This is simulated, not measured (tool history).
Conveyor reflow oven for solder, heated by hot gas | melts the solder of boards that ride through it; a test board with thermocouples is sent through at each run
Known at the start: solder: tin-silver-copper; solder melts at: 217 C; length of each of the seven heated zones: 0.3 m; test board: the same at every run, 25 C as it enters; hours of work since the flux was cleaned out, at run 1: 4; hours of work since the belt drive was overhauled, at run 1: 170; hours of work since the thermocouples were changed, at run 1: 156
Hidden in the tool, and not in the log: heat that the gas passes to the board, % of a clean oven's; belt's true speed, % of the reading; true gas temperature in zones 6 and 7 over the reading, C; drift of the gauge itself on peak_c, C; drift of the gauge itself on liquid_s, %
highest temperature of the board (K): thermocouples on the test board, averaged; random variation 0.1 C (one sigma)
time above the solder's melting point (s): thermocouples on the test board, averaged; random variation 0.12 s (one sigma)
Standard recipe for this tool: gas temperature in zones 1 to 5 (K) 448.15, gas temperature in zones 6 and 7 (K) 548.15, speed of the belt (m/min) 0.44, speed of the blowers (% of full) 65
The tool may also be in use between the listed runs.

run   hour  gas temperature in zones 1 to 5 (K)  gas temperature in zones 6 and 7 (K)  speed of the belt (m/min)  speed of the blowers (% of full)  hours of work since the flux was cleaned out  hours of work since the belt drive was overhauled  hours of work since the thermocouples were changed  highest temperature of the board (K)  time above the solder's melting point (s)
  1      0                               448.15                                548.15                       0.44                                65                                             4                                                170                                                 156                                530.95                                       65.2
  2   10.2                               448.15                                548.15                       0.44                                65                                             9                                                175                                                 161                                530.65                                       65.2
  3     18                               448.15                                548.15                       0.44                                65                                            14                                                179                                                 165                                530.95                                       65.1
  4   27.3                               448.15                                548.15                       0.44                                65                                            18                                                184                                                 170                                530.95                                       65.2
  5   37.7                               448.15                                548.15                       0.44                                65                                            24                                                189                                                 176                                530.85                                       65.3
  6   44.6                               448.15                                548.15                       0.44                                65                                            28                                                193                                                 179                                530.85                                       65.1
  7   51.7                               448.15                                548.15                       0.44                                65                                            31                                                197                                                 183                                530.85                                       65.1
  8   60.8                               448.15                                548.15                       0.44                                65                                            36                                                202                                                 188                                530.75                                       65.1
  9   70.2                               448.15                                548.15                       0.44                                65                                            41                                                207                                                 193                                530.75                                       65.2
 10   77.5                               448.15                                548.15                       0.44                                89                                            45                                                210                                                 197                                534.75                                       68.3
 11   85.9                               448.15                                548.15                       0.44                                89                                            49                                                215                                                 201                                534.95                                       68.2
 12   92.8                               448.15                                548.15                       0.44                                89                                            53                                                219                                                 205                                534.85                                       68.3
 13    101                               437.15                                548.15                       0.44                                65                                            57                                                223                                                 209                                528.65                                       59.7
 14  108.6                               437.15                                548.15                       0.44                                65                                            61                                                227                                                 213                                528.55                                       59.7
 15  113.9                               437.15                                548.15                       0.44                                65                                            64                                                230                                                 216                                528.75                                       59.4
 16  118.8                               459.15                                558.15                      0.502                                51                                            67                                                232                                                 218                                532.35                                       60.5
 17  125.4                               459.15                                558.15                      0.502                                51                                            70                                                236                                                 222                                532.35                                       60.5
 18  133.7                               459.15                                558.15                      0.502                                51                                            75                                                240                                                 226                                532.45                                       60.4
 19  144.1                               459.15                                558.15                      0.502                                51                                            80                                                246                                                 232                                532.25                                       60.8
 20  151.1                               448.15                                542.15                      0.356                                67                                            84                                                249                                                 236                                532.15                                       83.4
       157  -- flux residue cleaned out of gas plates and filters
 21    166                               448.15                                552.15                      0.356                                62                                             5                                                254                                                 241                                540.05                                       88.3
 22    175                               434.15                                552.15                      0.356                                62                                             9                                                259                                                 245                                538.55                                       81.7
 23  184.3                               435.15                                563.15                      0.353                                51                                            14                                                264                                                 250                                546.15                                       87.4
 24  194.8                               435.15                                563.15                      0.353                                51                                            20                                                270                                                 256                                546.05                                       87.3
 25  199.8                               445.15                                563.15                      0.481                                63                                            23                                                272                                                 259                                538.25                                       62.4
     207.4  -- flux residue cleaned out of gas plates and filters, once more
 26  210.6                               447.15                                536.15                      0.484                                65                                             2                                                275                                                 262                                517.85                                       48.7
 27    219                               447.15                                536.15                      0.484                                65                                             6                                                280                                                 266                                517.85                                       48.8
 28  224.5                               448.15                                551.15                      0.384                                65                                             9                                                283                                                 269                                538.45                                       80.7
 29  230.6                               448.15                                548.15                      0.369                                65                                            12                                                286                                                 272                                536.85                                       83.4
 30  238.3                               448.15                                548.15                       0.44                                71                                            16                                                290                                                 276                                532.45                                       66.4

Hidden state at the last listed run before each entry between runs and at the first one after, where it differs:
After run 20, before run 21: flux residue cleaned out of gas plates and filters (hour 157)
  heat that the gas passes to the board, % of a clean oven's: 97.1 -> 96.5; true gas temperature in zones 6 and 7 over the reading, C: 1.25 -> 1.26
  the result without the hidden state subtracted from the measured one, highest temperature of the board (K): +0.7 -> +0.6; time above the solder's melting point (s): +0.7 -> +0.6
After run 25, before run 26: flux residue cleaned out of gas plates and filters, once more (hour 207.4)
  heat that the gas passes to the board, % of a clean oven's: 96 -> 99.9; true gas temperature in zones 6 and 7 over the reading, C: 1.33 -> 1.34
  the result without the hidden state subtracted from the measured one, highest temperature of the board (K): +0 -> +1.2; time above the solder's melting point (s): +0.2 -> +1.3
